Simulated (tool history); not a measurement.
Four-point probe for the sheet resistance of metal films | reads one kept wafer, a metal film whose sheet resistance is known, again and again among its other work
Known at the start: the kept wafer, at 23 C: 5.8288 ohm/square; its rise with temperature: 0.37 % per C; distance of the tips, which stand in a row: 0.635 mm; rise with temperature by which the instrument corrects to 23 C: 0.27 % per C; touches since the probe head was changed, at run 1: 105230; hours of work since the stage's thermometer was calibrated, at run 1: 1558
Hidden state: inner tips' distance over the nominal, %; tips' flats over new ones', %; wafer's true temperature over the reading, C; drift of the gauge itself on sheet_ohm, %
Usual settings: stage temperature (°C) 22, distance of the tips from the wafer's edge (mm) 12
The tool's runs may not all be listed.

run    hour  stage temperature (°C)  distance of the tips from the wafer's edge (mm)  touches since the probe head was changed  hours of work since the stage's thermometer was calibrated  sheet resistance as the instrument gives it (ohm/square)
  1       0                      22                                               12                                    105230                                                        1558                                                  5.873923
  2    89.1                      22                                               12                                    109236                                                        1606                                                  5.876548
  3   195.9                      22                                               12                                    114034                                                        1664                                                  5.878207
  4   300.3                      22                                               12                                    118725                                                        1720                                                   5.87771
  5   379.9                      22                                               12                                    122299                                                        1763                                                   5.88092
  6     442                      22                                               12                                    125091                                                        1796                                                   5.88107
  7   523.3                      33                                               12                                    128744                                                        1840                                                  5.951847
  8   619.2                      22                                               26                                    133054                                                        1892                                                  5.879506
  9   679.5                      22                                               26                                    135764                                                        1924                                                  5.879076
 10   787.6                      22                                                5                                    140618                                                        1983                                                  5.926911
 11   898.9                      22                                                3                                    145623                                                        2043                                                   6.01914
 12   983.9                      22                                                3                                    149441                                                        2089                                                  6.020851
 13  1048.2                      21                                                3                                    152330                                                        2123                                                  6.013232
 14  1128.5                      25                                               18                                    155936                                                        2166                                                  5.907104
 15  1183.4                      25                                               18                                    158403                                                        2196                                                  5.908902
 16  1293.2                      28                                               13                                    163337                                                        2255                                                  5.930883
 17  1349.5                      28                                               13                                    165867                                                        2286                                                  5.930323
 18  1444.2                      18                                               14                                    170124                                                        2337                                                  5.868599
 19  1553.9                      31                                                5                                    175053                                                        2396                                                  5.998371
 20  1642.5                      31                                                5                                    179035                                                        2444                                                  5.998867
     1667.6  -- stage's thermometer calibrated
 21  1736.5                      31                                                5                                    183235                                                          37                                                  5.991202
 22  1784.2                      22                                               20                                    185379                                                          63                                                  5.887734
 23  1887.2                      19                                               49                                    190005                                                         118                                                  5.864379
 24  1961.9                      30                                               43                                    193364                                                         159                                                  5.937088

3 ways to go on from here, each from the tool as it stands after run 24. What would each give?
  A  2069.9                      25                                               19                                    198215                                                         217                                                         ?
  B  2069.9                      22                                                7                                    198215                                                         217                                                         ?
  C  2069.9                      30                                               27                                    198215                                                         217                                                         ?

run  sheet resistance as the instrument gives it (ohm/square)
  A                                                   5.90952
  B                                                  5.914804
  C                                                  5.941891
Without the tool's hidden state the same runs would have given:
run  sheet resistance as the instrument gives it (ohm/square)
  A                                                  5.843412
  B                                                  5.848666
  C                                                  5.875405

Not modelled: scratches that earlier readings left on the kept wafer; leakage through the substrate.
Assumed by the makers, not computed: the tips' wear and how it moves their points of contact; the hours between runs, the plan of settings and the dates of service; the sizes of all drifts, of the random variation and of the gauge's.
